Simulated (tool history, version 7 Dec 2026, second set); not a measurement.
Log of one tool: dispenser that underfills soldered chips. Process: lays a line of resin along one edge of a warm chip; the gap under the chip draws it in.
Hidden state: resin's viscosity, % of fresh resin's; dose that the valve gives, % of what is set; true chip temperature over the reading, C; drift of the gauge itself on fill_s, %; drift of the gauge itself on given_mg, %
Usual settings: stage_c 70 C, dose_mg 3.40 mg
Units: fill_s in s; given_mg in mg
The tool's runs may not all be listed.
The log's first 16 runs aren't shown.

run   hour  stage_c  dose_mg  hours of work since the syringe was changed  hours of work since the valve was cleaned  hours of work since the stage was calibrated  fill_s  given_mg
 17   77.0       79     3.40                                            8                                         19                                           274    40.7      3.35
      80.8  -- new syringe of resin
 18   83.8       79     3.40                                            2                                         24                                           279    28.2      3.35
 19   91.3       79     3.40                                            8                                         30                                           285    41.5      3.31
      95.0  -- new syringe of resin
 20   98.5       79     3.40                                            3                                         35                                           290    28.6      3.29
 21  105.9       79     3.40                                            9                                         41                                           296    43.0      3.28
     109.5  -- new syringe of resin
     111.2  -- dispensing valve cleaned and set on the balance
 22  111.9       82     2.95                                            1                                          1                                           300    23.0      2.97
 23  115.9       82     2.95                                            4                                          4                                           303    28.9      2.93
 24  121.7       82     2.95                                            9                                          8                                           308    39.1      2.88
     124.7  -- new syringe of resin
 25  127.2       82     2.95                                            2                                         12                                           312    25.1      2.93
 26  134.2       69     4.21                                            8                                         18                                           317    61.6      4.13
     138.9  -- new syringe of resin
 27  142.3       58     4.21                                            3                                         24                                           324    75.2      4.12
 28  148.9       58     4.21                                            8                                         29                                           329   105.9      4.07
     153.2  -- new syringe of resin
 29  155.5       61     3.92                                            2                                         34                                           334    60.1      3.82
 30  160.3       61     3.92                                            6                                         38                                           338    77.6      3.79
 31  165.0       59     4.00                                            9                                         42                                           341   109.4      3.85
     167.5  -- new syringe of resin
     169.2  -- dispensing valve cleaned and set on the balance
 32  172.1       59     4.00                                            3                                          2                                           346    72.9      3.97
 33  177.4       78     4.00                                            7                                          6                                           350    38.6      3.94
 34  180.6       59     3.49                                           10                                          9                                           353   113.1      3.47
     182.4  -- new syringe of resin
 35  187.4       71     3.28                                            4                                         14                                           358    43.7      3.22

4 ways to go on from here, each from the tool as it stands after run 35. What would each give?
  A  193.4       80     3.14                                            9                                         19                                           363       ?         ?
  B  193.4       74     3.56                                            9                                         19                                           363       ?         ?
  C  193.4       71     3.05                                            9                                         19                                           363       ?         ?
  D  193.4       56     4.08                                            9                                         19                                           363       ?         ?

run  fill_s  given_mg
  A    41.5      3.05
  B    51.9      3.51
  C    61.9      2.97
  D   120.8      4.03
Without the tool's hidden state the same runs would have given:
run  fill_s  given_mg
  A    25.1      3.11
  B    31.0      3.58
  C    37.3      3.03
  D    73.0      4.11

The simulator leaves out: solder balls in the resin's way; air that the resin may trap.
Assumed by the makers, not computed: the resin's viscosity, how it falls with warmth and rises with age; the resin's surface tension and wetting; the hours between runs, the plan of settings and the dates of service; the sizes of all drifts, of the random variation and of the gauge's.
